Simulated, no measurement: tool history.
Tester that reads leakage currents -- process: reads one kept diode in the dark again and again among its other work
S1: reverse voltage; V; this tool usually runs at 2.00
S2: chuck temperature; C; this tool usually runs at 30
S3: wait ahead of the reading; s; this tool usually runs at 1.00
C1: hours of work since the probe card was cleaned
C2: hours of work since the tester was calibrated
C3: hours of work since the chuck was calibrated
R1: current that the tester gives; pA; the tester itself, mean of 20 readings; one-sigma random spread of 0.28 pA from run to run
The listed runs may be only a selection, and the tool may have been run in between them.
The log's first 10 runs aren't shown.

run	day	S1	S2	S3	C1	C2	C3	R1
11	14.050	6.34	30	1.00	69	767	668	167.83
12	15.279	2.00	30	1.00	86	784	686	92.87
13	17.271	2.00	30	1.00	114	812	714	93.00
14	18.950	2.00	30	1.00	138	836	737	93.27
15	20.267	2.00	30	1.00	157	855	756	92.87
16	22.100	2.00	30	1.00	182	881	782	92.61
17	23.692	2.89	30	8.99	205	903	804	111.74
18	24.721	2.89	25	8.99	219	918	819	70.42
19	26.650	2.00	30	3.55	247	945	846	92.99
20	27.467	1.83	30	3.55	258	956	858	88.69
21	28.388	1.84	31	1.90	271	969	871	97.82
22	29.304	2.24	28	7.82	284	982	884	81.65
23	30.704	2.24	28	7.82	304	1002	903	81.92
24	31.779	12.90	36	0.35	319	1017	918	411.35
25	33.621	1.67	30	1.00	345	1043	944	84.96
26	34.617	1.67	30	1.00	359	1057	959	85.11
27	35.896	1.67	30	1.00	377	1075	977	84.55
28	37.112	8.00	30	0.33	394	1093	994	191.19
29	38.692	8.00	30	0.33	417	1115	1016	189.70
30	39.846	1.14	30	1.00	433	1131	1032	69.85
31	40.779	16.14	30	5.67	446	1144	1046	268.50
# day 41.888: chuck's temperature calibrated
32	42.817	16.14	30	5.67	474	1172	13	266.59

4 options for the next run, each taken on its own from the tool as it stands now. Forecast them:
A	44.633	1.27	32	0.58	499	1198	39	?
B	44.633	16.14	30	1.05	499	1198	39	?
C	44.633	1.08	21	3.26	499	1198	39	?
D	44.633	2.00	39	0.42	499	1198	39	?

run	R1
A	88.76
B	270.25
C	29.39
D	204.19
Without the tool's unlogged condition, the same runs would have read:
run	R1
A	88.76
B	270.22
C	29.38
D	204.19

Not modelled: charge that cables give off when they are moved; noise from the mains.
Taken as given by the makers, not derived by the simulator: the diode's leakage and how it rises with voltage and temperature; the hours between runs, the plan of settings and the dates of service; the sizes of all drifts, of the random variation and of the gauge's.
